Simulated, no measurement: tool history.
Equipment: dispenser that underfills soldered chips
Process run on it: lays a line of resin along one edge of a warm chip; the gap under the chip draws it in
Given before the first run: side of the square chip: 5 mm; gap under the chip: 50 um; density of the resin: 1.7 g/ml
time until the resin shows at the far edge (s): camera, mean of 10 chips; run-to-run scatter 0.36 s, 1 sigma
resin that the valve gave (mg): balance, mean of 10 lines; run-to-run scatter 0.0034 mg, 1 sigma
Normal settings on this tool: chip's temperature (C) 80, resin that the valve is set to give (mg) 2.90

run,hour,chip's temperature (C),resin that the valve is set to give (mg),time until the resin shows at the far edge (s),resin that the valve gave (mg)
1,0.0,80,2.90,26.6,2.878
# hour 7.1: new syringe of resin
2,12.0,80,2.90,24.7,2.875
# hour 20.3: new syringe of resin
3,21.7,80,2.90,22.3,2.866
4,29.5,80,2.90,29.3,2.860
# hour 33.0: new syringe of resin
# hour 34.0: dispensing valve cleaned and set on the balance
5,43.6,80,2.90,29.7,2.891
# hour 47.4: new syringe of resin
6,55.9,80,2.90,28.9,2.888
# hour 60.3: new syringe of resin
7,68.0,80,2.90,29.2,2.879
# hour 73.1: new syringe of resin
8,78.3,80,2.90,25.1,2.871
# hour 86.8: new syringe of resin
9,87.7,80,2.90,21.4,2.863
# hour 92.5: dispensing valve cleaned and set on the balance
10,99.8,80,2.90,33.5,2.900
# hour 101.3: new syringe of resin
11,109.2,80,3.78,27.9,3.768
# hour 114.4: new syringe of resin
12,116.9,80,3.78,21.9,3.767
# hour 127.8: new syringe of resin
13,128.4,80,3.78,20.2,3.757
14,137.2,80,3.78,29.7,3.755
# hour 140.5: new syringe of resin
15,145.8,84,2.90,22.9,2.872
# hour 152.0: dispensing valve cleaned and set on the balance
# hour 155.1: new syringe of resin
16,155.6,84,2.60,18.7,2.595
17,162.9,80,2.90,29.3,2.893
# hour 168.9: new syringe of resin
18,171.2,80,2.90,23.2,2.880
19,177.4,82,2.90,27.5,2.884
# hour 182.1: new syringe of resin
20,190.0,95,3.20,18.8,3.157

The next listed run, before its measurement:
# hour 195.9: new syringe of resin
21,196.0,91,2.90,?,?

{"run 21": {"time until the resin shows at the far edge (s)": 14.5, "resin that the valve gave (mg)": 2.87}}
Were there no unlogged condition in the tool, this run, its random variation unchanged, would have produced time until the resin shows at the far edge (s) 14.1, resin that the valve gave (mg) 2.906.
